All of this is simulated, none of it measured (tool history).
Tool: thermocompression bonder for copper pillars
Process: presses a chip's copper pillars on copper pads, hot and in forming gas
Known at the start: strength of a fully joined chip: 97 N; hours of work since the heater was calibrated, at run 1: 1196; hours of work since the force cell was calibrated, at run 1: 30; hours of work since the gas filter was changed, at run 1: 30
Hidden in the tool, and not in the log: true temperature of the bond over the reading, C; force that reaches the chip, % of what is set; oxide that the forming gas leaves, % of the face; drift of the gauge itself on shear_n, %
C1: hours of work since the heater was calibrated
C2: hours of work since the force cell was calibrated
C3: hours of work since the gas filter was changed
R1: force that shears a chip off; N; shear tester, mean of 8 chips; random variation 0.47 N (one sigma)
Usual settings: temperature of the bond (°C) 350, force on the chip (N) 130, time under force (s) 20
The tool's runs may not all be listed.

Run 1, hour 0.0: usual settings; C1 1196; C2 30; C3 30. Result: R1 42.2 N.
At hour 11.7: heater calibrated with a thermocouple chip.
Run 2, hour 70.8: usual settings; C1 42; C2 79; C3 79. Result: R1 37.9 N.
Run 3, hour 124.2: usual settings; C1 80; C2 117; C3 117. Result: R1 35.6 N.
Run 4, hour 161.4: usual settings; C1 106; C2 143; C3 143. Result: R1 35.9 N.
Run 5, hour 206.1: usual settings; C1 138; C2 175; C3 175. Result: R1 35.5 N.
At hour 246.0: forming gas filter changed.
Run 6, hour 267.0: usual settings; C1 181; C2 218; C3 15. Result: R1 39.0 N.
Run 7, hour 340.6: usual settings; C1 234; C2 270; C3 67. Result: R1 36.9 N.
Run 8, hour 393.2: usual settings; C1 271; C2 308; C3 105. Result: R1 37.3 N.
Run 9, hour 447.6: usual settings; C1 310; C2 346; C3 143. Result: R1 36.4 N.
Run 10, hour 504.9: usual settings; C1 350; C2 387; C3 184. Result: R1 35.8 N.
At hour 525.7: forming gas filter changed.
Run 11, hour 563.1: usual settings but time under force (s) 14; C1 391; C2 428; C3 27. Result: R1 33.6 N.
Run 12, hour 613.2: usual settings but time under force (s) 14; C1 427; C2 464; C3 62. Result: R1 33.4 N.
Run 13, hour 671.5: usual settings but temperature of the bond (°C) 324, time under force (s) 14; C1 469; C2 505; C3 104. Result: R1 22.3 N.
Run 14, hour 721.3: usual settings but time under force (s) 19; C1 504; C2 541; C3 139. Result: R1 36.3 N.
Run 15, hour 802.2: usual settings but time under force (s) 19; C1 562; C2 598; C3 197. Result: R1 36.0 N.
At hour 809.5: forming gas filter changed.
Run 16, hour 845.5: usual settings but time under force (s) 19; C1 592; C2 629; C3 26. Result: R1 38.5 N.
Run 17, hour 901.6: usual settings but time under force (s) 19; C1 632; C2 669; C3 65. Result: R1 37.1 N.
Run 18, hour 978.5: usual settings but temperature of the bond (°C) 336, force on the chip (N) 116, time under force (s) 54; C1 687; C2 723; C3 120. Result: R1 42.9 N.
Run 19, hour 1014.8: usual settings but temperature of the bond (°C) 336, force on the chip (N) 116, time under force (s) 54; C1 712; C2 749; C3 146. Result: R1 41.6 N.
At hour 1039.7: force cell calibrated.
Run 20, hour 1075.7: usual settings but temperature of the bond (°C) 353, force on the chip (N) 101, time under force (s) 17; C1 755; C2 26; C3 188. Result: R1 32.4 N.
At hour 1095.1: forming gas filter changed.
Run 21, hour 1136.6: usual settings but temperature of the bond (°C) 328, force on the chip (N) 154, time under force (s) 44; C1 798; C2 69; C3 29. Result: R1 45.7 N.
Run 22, hour 1173.4: usual settings but temperature of the bond (°C) 362, force on the chip (N) 149, time under force (s) 23; C1 824; C2 95; C3 56. Result: R1 51.6 N.
Run 23, hour 1208.6: usual settings but temperature of the bond (°C) 366, force on the chip (N) 101, time under force (s) 16; C1 849; C2 120; C3 81. Result: R1 39.2 N.
Run 24, hour 1271.9: usual settings but temperature of the bond (°C) 366, force on the chip (N) 101, time under force (s) 16; C1 894; C2 165; C3 126. Result: R1 38.0 N.
Run 25, hour 1334.4: usual settings but temperature of the bond (°C) 366, force on the chip (N) 101, time under force (s) 15; C1 938; C2 209; C3 170. Result: R1 35.7 N.
At hour 1374.9: forming gas filter changed.
Run 26, hour 1374.9: usual settings but time under force (s) 50; C1 967; C2 238; C3 0. Result: R1 58.5 N.
Run 27, hour 1408.9: usual settings but force on the chip (N) 148, time under force (s) 50; C1 991; C2 262; C3 24. Result: R1 61.2 N.

The next listed run, before its measurement:
Run 28, hour 1443.0: usual settings but temperature of the bond (°C) 376; C1 1015; C2 286; C3 48. Result: R1 ?.

Run 28 gave R1 52.8 N.
Without the tool's hidden state the same run would have given R1 50.5 N.
